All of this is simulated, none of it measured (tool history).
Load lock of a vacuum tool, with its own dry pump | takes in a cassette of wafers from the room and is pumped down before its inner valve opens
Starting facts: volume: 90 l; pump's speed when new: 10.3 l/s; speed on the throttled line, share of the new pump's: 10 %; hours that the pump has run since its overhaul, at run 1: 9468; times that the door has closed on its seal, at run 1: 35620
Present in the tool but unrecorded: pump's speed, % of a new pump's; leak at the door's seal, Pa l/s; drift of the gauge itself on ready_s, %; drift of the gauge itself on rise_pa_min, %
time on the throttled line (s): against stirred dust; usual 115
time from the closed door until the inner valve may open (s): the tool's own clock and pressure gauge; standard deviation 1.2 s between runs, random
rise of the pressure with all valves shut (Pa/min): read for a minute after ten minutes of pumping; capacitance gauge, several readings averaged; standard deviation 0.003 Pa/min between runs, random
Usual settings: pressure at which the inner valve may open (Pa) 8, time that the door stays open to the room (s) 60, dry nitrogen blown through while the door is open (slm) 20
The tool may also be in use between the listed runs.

run,hour,time on the throttled line (s),pressure at which the inner valve may open (Pa),time that the door stays open to the room (s),dry nitrogen blown through while the door is open (slm),hours that the pump has run since its overhaul,times that the door has closed on its seal,"incoming humidity of the room's air, %",time from the closed door until the inner valve may open (s),rise of the pressure with all valves shut (Pa/min)
1,0.0,115,8,60,20,9468,35620,45.7,197.3,0.171
2,282.8,115,8,60,20,9751,36729,43.7,198.7,0.182
3,447.0,115,15,60,20,9915,37373,43.0,191.8,0.184
4,680.5,185,8,60,20,10149,38288,43.7,260.7,0.189
5,910.5,115,8,60,7,10379,39190,48.1,198.2,0.210
6,1112.5,115,8,30,20,10581,39982,44.9,198.7,0.193
7,1412.6,115,8,60,20,10881,41158,48.2,199.5,0.216
8,1680.7,115,8,28,20,11149,42210,44.1,199.0,0.203
9,1823.4,115,8,28,20,11292,42769,46.1,200.6,0.196
10,2107.7,115,8,28,20,11576,43883,44.1,199.2,0.217
11,2262.3,115,15,60,20,11731,44489,39.7,192.6,0.231
12,2445.0,115,8,60,9,11913,45206,47.2,199.1,0.242
13,2635.2,115,8,60,9,12103,45952,50.4,198.9,0.255
14,2830.5,115,8,60,20,12299,46717,46.7,200.3,0.250
15,3094.2,115,8,60,20,12562,47751,46.9,202.9,0.253
16,3371.2,115,8,60,20,12839,48837,44.3,201.8,0.265
17,3648.5,104,8,60,20,13117,49924,44.0,193.8,0.269
18,3944.0,104,8,60,20,13412,51082,45.7,193.1,0.280
19,4242.4,104,10,182,15,13711,52252,43.8,190.9,0.328
20,4445.0,70,9,84,44,13913,53047,42.3,160.0,0.287
21,4631.5,96,8,144,20,14100,53778,44.5,185.6,0.318
22,4946.3,96,8,144,20,14415,55012,43.9,187.3,0.341
23,5196.8,96,8,144,20,14665,55994,47.1,186.7,0.341
24,5449.5,219,7,60,20,14918,56985,45.3,297.4,0.321
25,5643.9,219,7,60,20,15112,57747,45.2,293.8,0.331
26,5838.0,150,12,60,20,15306,58508,44.3,230.4,0.339
27,5992.3,150,12,60,20,15461,59113,43.4,232.0,0.338
28,6241.2,150,12,226,8,15709,60089,43.6,230.5,0.417
29,6372.0,150,12,226,8,15840,60601,44.7,232.9,0.418
30,6532.6,84,8,61,6,16001,61231,46.7,176.6,0.378
31,6663.3,84,8,61,6,16132,61743,42.9,176.6,0.367
32,6962.1,115,7,60,5,16430,62915,48.1,207.6,0.388
33,7126.1,115,8,32,20,16594,63557,42.8,206.4,0.373
34,7314.2,107,6,61,37,16782,64295,45.3,203.5,0.375
35,7493.6,107,6,61,37,16962,64998,42.3,204.3,0.378
36,7680.7,82,16,93,6,17149,65732,48.2,168.1,0.429

Same runs, no hidden state in the tool, same run-to-run variation:
run,time from the closed door until the inner valve may open (s),rise of the pressure with all valves shut (Pa/min)
1,187.2,0.035
2,188.2,0.039
3,181.9,0.035
4,250.8,0.038
5,187.0,0.053
6,187.2,0.031
7,187.7,0.046
8,186.8,0.026
9,188.3,0.018
10,186.6,0.024
11,180.8,0.038
12,186.1,0.048
13,185.6,0.051
14,186.8,0.042
15,188.9,0.037
16,187.5,0.042
17,178.6,0.034
18,177.6,0.038
19,175.6,0.077
20,143.8,0.028
21,169.3,0.059
22,170.4,0.064
23,169.6,0.063
24,282.4,0.032
25,278.9,0.037
26,214.6,0.041
27,215.8,0.037
28,214.2,0.101
29,216.3,0.108
30,157.2,0.054
31,157.1,0.048
32,187.7,0.054
33,186.8,0.030
34,182.7,0.029
35,183.1,0.023
36,149.0,0.065
